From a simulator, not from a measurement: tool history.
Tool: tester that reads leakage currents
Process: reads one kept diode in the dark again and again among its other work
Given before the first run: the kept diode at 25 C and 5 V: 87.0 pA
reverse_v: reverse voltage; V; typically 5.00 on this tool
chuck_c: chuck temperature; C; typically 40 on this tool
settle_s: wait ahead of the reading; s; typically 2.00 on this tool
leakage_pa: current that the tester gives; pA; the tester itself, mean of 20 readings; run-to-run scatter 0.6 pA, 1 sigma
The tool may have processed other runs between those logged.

{"run": 1, "day": 0.0, "reverse_v": 5.0, "chuck_c": 40, "settle_s": 2.0, "leakage_pa": 269.85}
{"run": 2, "day": 4.55, "reverse_v": 5.0, "chuck_c": 47, "settle_s": 2.0, "leakage_pa": 435.72}
{"run": 3, "day": 12.467, "reverse_v": 5.0, "chuck_c": 47, "settle_s": 2.0, "leakage_pa": 434.9}
{"run": 4, "day": 16.517, "reverse_v": 5.0, "chuck_c": 47, "settle_s": 2.0, "leakage_pa": 432.95}
{"run": 5, "day": 20.329, "reverse_v": 5.0, "chuck_c": 40, "settle_s": 2.0, "leakage_pa": 268.4}
{"run": 6, "day": 28.45, "reverse_v": 5.0, "chuck_c": 40, "settle_s": 2.0, "leakage_pa": 267.99}
{"run": 7, "day": 33.908, "reverse_v": 5.0, "chuck_c": 40, "settle_s": 2.0, "leakage_pa": 267.95}
{"run": 8, "day": 42.221, "reverse_v": 2.32, "chuck_c": 40, "settle_s": 2.0, "leakage_pa": 167.84}
{"run": 9, "day": 47.088, "reverse_v": 2.32, "chuck_c": 40, "settle_s": 2.0, "leakage_pa": 168.45}
{"run": 10, "day": 51.083, "reverse_v": 5.0, "chuck_c": 40, "settle_s": 2.0, "leakage_pa": 265.5}
{"run": 11, "day": 54.858, "reverse_v": 5.0, "chuck_c": 40, "settle_s": 2.0, "leakage_pa": 264.66}
{"run": 12, "day": 62.617, "reverse_v": 5.0, "chuck_c": 40, "settle_s": 0.82, "leakage_pa": 267.22}
{"run": 13, "day": 66.446, "reverse_v": 17.64, "chuck_c": 40, "settle_s": 0.82, "leakage_pa": 567.36}
{"run": 14, "day": 75.392, "reverse_v": 17.64, "chuck_c": 40, "settle_s": 0.82, "leakage_pa": 568.19}
{"run": 15, "day": 81.083, "reverse_v": 17.64, "chuck_c": 40, "settle_s": 0.82, "leakage_pa": 566.41}
{"run": 16, "day": 88.154, "reverse_v": 5.0, "chuck_c": 40, "settle_s": 2.0, "leakage_pa": 263.8}
{"run": 17, "day": 93.55, "reverse_v": 5.0, "chuck_c": 40, "settle_s": 2.0, "leakage_pa": 263.85}
{"run": 18, "day": 100.283, "reverse_v": 5.0, "chuck_c": 40, "settle_s": 2.0, "leakage_pa": 262.32}
{"run": 19, "day": 107.421, "reverse_v": 5.0, "chuck_c": 24, "settle_s": 2.0, "leakage_pa": 82.87}
{"run": 20, "day": 114.421, "reverse_v": 5.0, "chuck_c": 24, "settle_s": 1.9, "leakage_pa": 82.88}
{"run": 21, "day": 118.629, "reverse_v": 5.0, "chuck_c": 52, "settle_s": 1.31, "leakage_pa": 585.71}
{"run": 22, "day": 127.429, "reverse_v": 5.0, "chuck_c": 52, "settle_s": 1.31, "leakage_pa": 585.1}
{"run": 23, "day": 131.588, "reverse_v": 19.25, "chuck_c": 40, "settle_s": 0.66, "leakage_pa": 591.47}
{"run": 24, "day": 135.662, "reverse_v": 19.25, "chuck_c": 40, "settle_s": 0.66, "leakage_pa": 589.77}
{"run": 25, "day": 144.438, "reverse_v": 19.25, "chuck_c": 40, "settle_s": 0.66, "leakage_pa": 588.58}
{"run": 26, "day": 152.579, "reverse_v": 19.25, "chuck_c": 40, "settle_s": 0.66, "leakage_pa": 587.93}
{"day": 154.296, "done": "chuck's temperature calibrated"}
{"run": 27, "day": 156.454, "reverse_v": 2.08, "chuck_c": 52, "settle_s": 0.61, "leakage_pa": 365.91}
{"run": 28, "day": 164.417, "reverse_v": 8.83, "chuck_c": 30, "settle_s": 3.14, "leakage_pa": 192.68}
{"run": 29, "day": 173.321, "reverse_v": 4.81, "chuck_c": 55, "settle_s": 9.11, "leakage_pa": 727.64}
{"day": 174.3, "done": "probe card cleaned and baked"}
{"run": 30, "day": 178.408, "reverse_v": 10.29, "chuck_c": 42, "settle_s": 2.34, "leakage_pa": 477.6}
{"run": 31, "day": 184.004, "reverse_v": 1.03, "chuck_c": 40, "settle_s": 1.62, "leakage_pa": 105.9}

Run 32 has not been measured yet. What should we expect?
{"run": 32, "day": 191.1, "reverse_v": 1.03, "chuck_c": 40, "settle_s": 1.62, "leakage_pa": "?"}

leakage_pa: 105.30 pA
With the hidden condition absent and the run-to-run variation left alone, this run would have shown leakage_pa 103.78 pA.
